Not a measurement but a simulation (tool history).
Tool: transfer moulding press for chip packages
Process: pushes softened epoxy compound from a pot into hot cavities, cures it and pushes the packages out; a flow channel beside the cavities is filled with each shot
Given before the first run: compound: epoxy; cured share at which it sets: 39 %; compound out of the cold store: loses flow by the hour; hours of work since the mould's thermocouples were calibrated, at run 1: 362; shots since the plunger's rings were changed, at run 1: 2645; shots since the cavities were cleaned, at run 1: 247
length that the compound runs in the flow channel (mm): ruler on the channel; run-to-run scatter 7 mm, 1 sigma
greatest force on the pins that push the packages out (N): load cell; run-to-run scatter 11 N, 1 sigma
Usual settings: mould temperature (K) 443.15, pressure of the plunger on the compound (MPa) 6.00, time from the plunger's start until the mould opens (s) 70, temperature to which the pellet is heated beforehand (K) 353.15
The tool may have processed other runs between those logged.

run,hour,mould temperature (K),pressure of the plunger on the compound (MPa),time from the plunger's start until the mould opens (s),temperature to which the pellet is heated beforehand (K),hours of work since the mould's thermocouples were calibrated,shots since the plunger's rings were changed,shots since the cavities were cleaned,incoming compound's hours out of the cold store,length that the compound runs in the flow channel (mm),greatest force on the pins that push the packages out (N)
1,0.0,443.15,6.00,70,353.15,362,2645,247,9.5,994,527
2,30.1,443.15,6.00,70,353.15,378,2982,584,27.9,958,501
# hour 52.1: cavities cleaned with cleaning compound and waxed
3,52.1,444.15,6.00,70,353.15,389,3213,0,34.8,928,486
4,83.6,444.15,6.00,70,353.15,405,3566,353,16.2,987,481
5,106.0,445.15,6.00,70,353.15,417,3818,605,8.2,1010,449
# hour 124.9: cavities cleaned with cleaning compound and waxed
6,129.3,445.15,6.00,70,353.15,429,4063,49,43.0,925,456
7,144.2,443.15,6.00,60,353.15,437,4229,215,29.9,949,715
8,164.1,442.15,6.00,70,353.15,447,4453,439,34.6,930,525
# hour 186.1: mould's thermocouples calibrated
9,191.0,442.15,6.00,70,353.15,3,4733,719,19.6,984,547
# hour 200.8: cavities cleaned with cleaning compound and waxed
# hour 210.2: plunger's sealing rings changed
10,218.3,442.15,6.00,70,353.15,15,91,169,43.7,929,509
11,246.3,442.15,6.00,70,353.15,30,405,483,35.6,939,521
12,262.7,442.15,6.00,70,353.15,38,588,666,44.6,929,529
# hour 277.1: cavities cleaned with cleaning compound and waxed
13,277.7,442.15,6.00,70,353.15,45,741,8,47.1,919,505
14,297.9,442.15,6.00,70,353.15,56,967,234,44.9,909,521
15,313.8,442.15,6.00,70,353.15,64,1146,413,39.3,928,539
16,342.3,448.15,5.80,81,353.15,79,1466,733,19.8,929,384
# hour 351.3: cavities cleaned with cleaning compound and waxed
17,374.4,448.15,5.80,81,353.15,96,1809,259,39.6,893,372
18,387.2,443.15,6.00,54,353.15,102,1953,403,41.8,922,941
19,400.7,447.15,7.27,90,353.15,109,2105,555,38.0,1011,372
20,416.4,441.15,7.27,90,353.15,118,2281,731,12.8,1101,396
# hour 425.7: cavities cleaned with cleaning compound and waxed
21,435.5,441.15,7.27,90,353.15,127,2478,110,46.2,1024,389
22,460.8,442.15,7.27,97,353.15,140,2762,394,14.0,1083,387
23,473.8,442.15,7.27,97,353.15,147,2908,540,29.6,1044,382
24,491.2,443.15,6.00,107,353.15,156,3103,735,22.3,962,376
# hour 499.7: cavities cleaned with cleaning compound and waxed
25,516.8,443.15,6.00,107,353.15,169,3374,192,11.9,992,382
26,545.7,441.15,6.00,65,353.15,184,3698,516,18.4,977,699
27,564.3,441.15,6.00,84,353.15,194,3907,725,16.0,980,421
# hour 574.4: cavities cleaned with cleaning compound and waxed
28,583.5,438.15,4.64,70,353.15,204,4106,102,30.9,842,687

What if the next run were any one of these 4? Each begins from the tool's condition after run 28:
A,609.7,435.15,4.64,84,347.15,217,4400,396,9.6,?,?
B,609.7,448.15,4.64,76,359.15,217,4400,396,29.1,?,?
C,609.7,443.15,6.00,70,344.15,217,4400,396,38.6,?,?
D,609.7,446.15,4.64,106,345.15,217,4400,396,14.6,?,?

run,length that the compound runs in the flow channel (mm),greatest force on the pins that push the packages out (N)
A,905,568
B,824,376
C,922,505
D,851,361
Without the tool's hidden state the same runs would have given:
run,length that the compound runs in the flow channel (mm),greatest force on the pins that push the packages out (N)
A,906,563
B,824,372
C,923,500
D,851,358

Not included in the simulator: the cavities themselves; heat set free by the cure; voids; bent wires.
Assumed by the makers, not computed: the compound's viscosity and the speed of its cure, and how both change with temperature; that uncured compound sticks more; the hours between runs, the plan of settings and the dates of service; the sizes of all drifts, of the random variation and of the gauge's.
